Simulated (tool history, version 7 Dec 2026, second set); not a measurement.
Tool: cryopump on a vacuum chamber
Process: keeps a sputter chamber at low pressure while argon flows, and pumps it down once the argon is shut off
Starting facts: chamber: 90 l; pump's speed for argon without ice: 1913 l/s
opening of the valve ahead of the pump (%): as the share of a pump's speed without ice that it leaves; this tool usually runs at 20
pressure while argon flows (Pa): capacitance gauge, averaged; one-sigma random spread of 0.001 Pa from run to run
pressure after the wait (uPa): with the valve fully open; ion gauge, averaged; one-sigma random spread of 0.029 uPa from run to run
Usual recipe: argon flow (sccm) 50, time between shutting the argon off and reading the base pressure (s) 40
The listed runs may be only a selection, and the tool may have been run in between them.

run	hour	argon flow (sccm)	time between shutting the argon off and reading the base pressure (s)	opening of the valve ahead of the pump (%)	pressure while argon flows (Pa)	pressure after the wait (uPa)
1	0	50	40	20	0.2232	1.86
2	30.8	50	40	20	0.2229	1.85
3	101.1	27	40	20	0.1206	1.82
4	166.9	50	40	20	0.223	1.98
5	242.1	50	40	20	0.2234	1.94
6	273.3	50	40	20	0.2244	1.95
7	345.4	50	40	20	0.2245	1.91
8	403.3	50	40	20	0.2259	1.96
9	435.7	50	40	20	0.2271	1.98
10	498.9	50	40	20	0.2263	1.93
11	557.5	50	40	20	0.2282	2.01
12	629.4	50	40	20	0.2278	2.1
13	671.1	50	40	17	0.2665	2.09
14	717.7	50	83	17	0.2689	1.45
15	772.5	50	83	17	0.2661	1.52
16	812	50	83	17	0.2676	1.48
17	858.1	50	83	17	0.2661	1.53
18	923.3	50	83	17	0.2671	1.53
19	986.3	50	41	17	0.268	2.13
20	1034.2	50	41	17	0.2719	2.21
21	1104.5	50	41	16	0.2861	2.19
22	1163.5	74	39	44	0.1642	2.31
23	1223.1	74	39	44	0.1669	2.28
24	1282.4	80	39	42	0.1879	2.39
25	1341.4	22	39	39	0.0553	2.38

Run 26 comes next. What will it give?
26	1402.8	22	39	39	?	?

{"run 26": {"pressure while argon flows (Pa)": 0.0553, "pressure after the wait (uPa)": 2.39}}
With the hidden condition absent and the run-to-run variation left alone, this run would have shown pressure while argon flows (Pa) 0.0496, pressure after the wait (uPa) 1.41.
